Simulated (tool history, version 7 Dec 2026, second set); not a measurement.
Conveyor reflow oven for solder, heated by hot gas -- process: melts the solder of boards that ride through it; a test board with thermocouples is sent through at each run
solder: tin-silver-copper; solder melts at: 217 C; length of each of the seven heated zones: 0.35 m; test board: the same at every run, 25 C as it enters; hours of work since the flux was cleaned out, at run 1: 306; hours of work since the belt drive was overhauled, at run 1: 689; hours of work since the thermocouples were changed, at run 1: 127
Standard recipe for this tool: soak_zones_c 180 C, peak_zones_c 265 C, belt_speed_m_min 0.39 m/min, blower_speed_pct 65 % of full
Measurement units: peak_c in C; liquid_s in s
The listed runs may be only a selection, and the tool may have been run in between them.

run	hour	soak_zones_c	peak_zones_c	belt_speed_m_min	blower_speed_pct	hours of work since the flux was cleaned out	hours of work since the belt drive was overhauled	hours of work since the thermocouples were changed	peak_c	liquid_s
1	0	180	265	0.39	65	306	689	127	252	86.6
2	32.3	180	265	0.39	65	328	711	149	252.2	86.3
3	51.5	180	265	0.407	65	341	724	162	251	80.8
4	82.6	180	265	0.407	65	362	745	184	250.6	80.9
# hour 99.4: flux residue cleaned out of gas plates and filters
5	105.9	180	265	0.407	65	4	758	196	252.9	83.9
6	144.3	180	265	0.39	65	31	784	222	253.9	89
7	179.2	180	265	0.39	65	55	808	246	253.7	89
8	208.8	180	265	0.39	65	75	828	267	253.3	88.6
9	236.9	180	265	0.39	65	94	847	286	253.3	88.3
10	254.6	172	267	0.354	65	106	859	298	256.4	96.8
11	270.7	180	257	0.39	68	117	870	309	246.6	81.9
12	295	173	272	0.38	67	134	887	326	259.6	93.5
13	314	167	271	0.38	67	147	900	339	257.9	88.8
14	351.3	180	265	0.393	78	172	926	364	255	90.5
15	380.3	180	265	0.393	78	192	945	384	254.8	90.5
16	418.6	192	265	0.39	52	218	972	410	251.5	93.3
17	440.7	186	271	0.39	81	234	987	425	261.8	99.6
18	474.1	186	271	0.39	81	256	1010	448	261.1	99.2

Consider 5 possible next runs. They are alternatives, not a sequence: every one starts from the tool as it was left by run 18. What does each give?
A	490.3	167	269	0.39	81	268	1021	459	?	?
B	490.3	178	263	0.416	81	268	1021	459	?	?
C	490.3	172	271	0.358	66	268	1021	459	?	?
D	490.3	175	265	0.39	65	268	1021	459	?	?
E	490.3	186	254	0.39	81	268	1021	459	?	?

run	peak_c	liquid_s
A	257	87.4
B	251.5	81.2
C	259.3	98.5
D	251.4	84
E	245.5	86.4
Stripped of hidden state, with their random variation kept, the same runs would have yielded:
run	peak_c	liquid_s
A	259	86.8
B	253.4	80.9
C	260.9	97.1
D	253	83.4
E	247.2	86.1
